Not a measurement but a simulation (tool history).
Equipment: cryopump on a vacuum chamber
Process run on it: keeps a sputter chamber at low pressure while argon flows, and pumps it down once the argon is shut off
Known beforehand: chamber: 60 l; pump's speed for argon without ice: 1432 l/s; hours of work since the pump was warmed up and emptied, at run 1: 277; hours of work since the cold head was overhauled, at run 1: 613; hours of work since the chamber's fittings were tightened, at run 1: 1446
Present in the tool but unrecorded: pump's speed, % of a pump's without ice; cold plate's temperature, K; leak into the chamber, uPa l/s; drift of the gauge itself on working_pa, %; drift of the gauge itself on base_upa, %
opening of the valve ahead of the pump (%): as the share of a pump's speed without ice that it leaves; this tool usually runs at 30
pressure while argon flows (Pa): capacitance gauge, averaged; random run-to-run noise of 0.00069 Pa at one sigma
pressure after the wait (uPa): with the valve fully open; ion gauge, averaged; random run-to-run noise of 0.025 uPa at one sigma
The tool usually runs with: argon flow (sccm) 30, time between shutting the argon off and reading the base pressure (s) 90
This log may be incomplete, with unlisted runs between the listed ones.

| run | hour | argon flow (sccm) | time between shutting the argon off and reading the base pressure (s) | opening of the valve ahead of the pump (%) | hours of work since the pump was warmed up and emptied | hours of work since the cold head was overhauled | hours of work since the chamber's fittings were tightened | pressure while argon flows (Pa) | pressure after the wait (uPa) |
|---|---|---|---|---|---|---|---|---|---|
| 1 | 0.0 | 30 | 90 | 30 | 277 | 613 | 1446 | 0.1242 | 1.76 |
| 2 | 58.1 | 30 | 90 | 30 | 313 | 649 | 1482 | 0.1237 | 1.84 |
|  | 103.6 | pump warmed up, emptied and cooled again |
| 3 | 104.3 | 34 | 90 | 30 | 0 | 674 | 1507 | 0.1329 | 1.68 |
| 4 | 166.8 | 30 | 214 | 30 | 39 | 713 | 1546 | 0.1199 | 1.27 |
| 5 | 208.0 | 30 | 214 | 30 | 65 | 739 | 1572 | 0.1197 | 1.22 |
| 6 | 240.5 | 13 | 90 | 30 | 85 | 759 | 1592 | 0.0523 | 1.77 |
| 7 | 297.8 | 13 | 90 | 30 | 120 | 794 | 1627 | 0.0520 | 1.76 |
| 8 | 333.7 | 13 | 90 | 30 | 142 | 816 | 1649 | 0.0522 | 1.84 |
| 9 | 381.7 | 13 | 90 | 30 | 172 | 846 | 1679 | 0.0523 | 1.77 |
| 10 | 433.0 | 30 | 90 | 30 | 204 | 878 | 1711 | 0.1210 | 1.91 |
| 11 | 493.4 | 30 | 90 | 30 | 241 | 915 | 1748 | 0.1233 | 1.85 |
| 12 | 533.1 | 30 | 90 | 30 | 266 | 940 | 1773 | 0.1228 | 1.91 |
| 13 | 585.2 | 30 | 90 | 30 | 298 | 972 | 1805 | 0.1224 | 1.93 |
|  | 648.5 | pump warmed up, emptied and cooled again |
| 14 | 650.9 | 30 | 90 | 30 | 2 | 1010 | 1843 | 0.1192 | 1.81 |
| 15 | 690.6 | 30 | 90 | 30 | 26 | 1034 | 1867 | 0.1187 | 1.87 |
| 16 | 763.6 | 30 | 90 | 30 | 71 | 1080 | 1913 | 0.1200 | 1.87 |
| 17 | 811.2 | 30 | 90 | 30 | 101 | 1109 | 1942 | 0.1206 | 1.96 |
| 18 | 859.6 | 45 | 33 | 30 | 131 | 1139 | 1972 | 0.1818 | 3.30 |
| 19 | 915.1 | 45 | 33 | 30 | 165 | 1173 | 2006 | 0.1830 | 3.42 |
| 20 | 971.2 | 30 | 34 | 43 | 200 | 1208 | 2041 | 0.0873 | 3.35 |
| 21 | 1041.0 | 58 | 90 | 29 | 243 | 1251 | 2084 | 0.2457 | 2.06 |
| 22 | 1102.8 | 14 | 38 | 18 | 281 | 1290 | 2123 | 0.0956 | 3.14 |
| 23 | 1164.2 | 14 | 38 | 18 | 319 | 1328 | 2161 | 0.0944 | 3.32 |
|  | 1193.6 | pump warmed up, emptied and cooled again |
| 24 | 1206.4 | 22 | 68 | 58 | 8 | 1351 | 2184 | 0.0445 | 2.23 |
| 25 | 1262.5 | 22 | 68 | 58 | 43 | 1385 | 2218 | 0.0459 | 2.37 |
| 26 | 1314.5 | 49 | 160 | 17 | 75 | 1418 | 2251 | 0.3416 | 1.67 |
| 27 | 1349.1 | 15 | 78 | 23 | 96 | 1439 | 2272 | 0.0777 | 2.14 |
| 28 | 1426.5 | 15 | 78 | 23 | 144 | 1487 | 2320 | 0.0787 | 2.29 |
| 29 | 1477.2 | 15 | 78 | 23 | 176 | 1518 | 2351 | 0.0789 | 2.22 |
| 30 | 1522.9 | 42 | 90 | 30 | 204 | 1547 | 2380 | 0.1701 | 2.22 |
| 31 | 1569.8 | 15 | 258 | 30 | 233 | 1576 | 2409 | 0.0607 | 1.66 |
| 32 | 1607.5 | 31 | 49 | 55 | 256 | 1599 | 2432 | 0.0717 | 2.90 |
| 33 | 1669.1 | 31 | 107 | 30 | 294 | 1637 | 2470 | 0.1294 | 2.14 |

Hidden state at the last listed run before each entry between runs and at the first one after, where it differs:
After run 2, before run 3: pump warmed up, emptied and cooled again (hour 103.6)
  pump's speed, % of a pump's without ice: 87.4 -> 99.9; cold plate's temperature, K: 12.52 -> 12.53; leak into the chamber, uPa l/s: 1202 -> 1218
  measured result minus the result with no hidden state, pressure while argon flows (Pa): +0.0056 -> +0.0005; pressure after the wait (uPa): +0.77 -> +0.65
After run 13, before run 14: pump warmed up, emptied and cooled again (hour 648.5)
  pump's speed, % of a pump's without ice: 87.5 -> 98.9; cold plate's temperature, K: 12.65 -> 12.67; leak into the chamber, uPa l/s: 1382 -> 1404
  measured result minus the result with no hidden state, pressure while argon flows (Pa): +0.0056 -> +0.0009; pressure after the wait (uPa): +0.91 -> +0.78
After run 23, before run 24: pump warmed up, emptied and cooled again (hour 1193.6)
  pump's speed, % of a pump's without ice: 85.7 -> 99.4; cold plate's temperature, K: 12.79 -> 12.8; leak into the chamber, uPa l/s: 1579 -> 1592
  measured result minus the result with no hidden state, pressure while argon flows (Pa): +0.0031 -> +0.0005; pressure after the wait (uPa): +1.11 -> +0.92
